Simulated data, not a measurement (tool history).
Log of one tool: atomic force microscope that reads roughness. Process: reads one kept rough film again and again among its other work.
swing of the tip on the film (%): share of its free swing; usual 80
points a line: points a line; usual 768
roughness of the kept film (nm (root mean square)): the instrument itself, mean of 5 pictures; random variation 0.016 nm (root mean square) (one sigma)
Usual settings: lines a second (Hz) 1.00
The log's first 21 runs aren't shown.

| run | day | lines a second (Hz) | swing of the tip on the film (%) | points a line | pictures with this tip | hours of work since the height scale was calibrated | roughness of the kept film (nm (root mean square)) |
|---|---|---|---|---|---|---|---|
| 22 | 42.296 | 2.42 | 89 | 768 | 205 | 395 | 3.331 |
| 23 | 44.725 | 2.42 | 64 | 768 | 305 | 428 | 3.538 |
|  | 44.875 | new tip fitted |
| 24 | 46.533 | 2.45 | 60 | 771 | 68 | 452 | 3.758 |
| 25 | 48.192 | 3.46 | 67 | 771 | 137 | 475 | 3.601 |
| 26 | 50.200 | 3.58 | 60 | 273 | 220 | 502 | 3.572 |
| 27 | 51.521 | 3.58 | 60 | 273 | 274 | 520 | 3.554 |
|  | 52.433 | new tip fitted |
| 28 | 53.942 | 3.58 | 60 | 273 | 62 | 553 | 3.704 |
| 29 | 55.271 | 1.00 | 67 | 768 | 117 | 571 | 3.790 |
| 30 | 57.462 | 1.25 | 89 | 768 | 208 | 601 | 3.505 |
| 31 | 59.825 | 1.25 | 73 | 298 | 305 | 634 | 3.535 |
|  | 60.012 | new tip fitted |
| 32 | 62.317 | 0.98 | 77 | 728 | 96 | 667 | 3.708 |
| 33 | 63.954 | 2.52 | 70 | 768 | 163 | 690 | 3.599 |
| 34 | 65.308 | 2.44 | 64 | 295 | 219 | 708 | 3.588 |
| 35 | 67.075 | 0.81 | 64 | 295 | 292 | 732 | 3.555 |
|  | 67.517 | new tip fitted |
| 36 | 69.779 | 0.63 | 65 | 413 | 93 | 769 | 3.785 |
| 37 | 70.958 | 0.63 | 65 | 413 | 142 | 785 | 3.743 |
| 38 | 72.179 | 1.00 | 75 | 387 | 193 | 802 | 3.649 |
| 39 | 73.325 | 1.24 | 72 | 391 | 240 | 817 | 3.601 |
|  | 75.038 | new tip fitted |
| 40 | 75.604 | 1.97 | 82 | 894 | 24 | 848 | 3.633 |
| 41 | 76.858 | 0.53 | 80 | 838 | 76 | 865 | 3.781 |
| 42 | 78.254 | 0.53 | 80 | 838 | 133 | 884 | 3.725 |

3 ways to go on from here, each from the tool as it stands after run 42. What would each give?
| A | 80.046 | 1.00 | 61 | 328 | 208 | 909 | ? |
| B | 80.046 | 1.91 | 62 | 558 | 208 | 909 | ? |
| C | 80.046 | 1.22 | 89 | 625 | 208 | 909 | ? |

| run | roughness of the kept film (nm (root mean square)) |
|---|---|
| A | 3.650 |
| B | 3.605 |
| C | 3.502 |
Without the tool's hidden state the same runs would have given:
| run | roughness of the kept film (nm (root mean square)) |
|---|---|
| A | 3.904 |
| B | 3.857 |
| C | 3.746 |
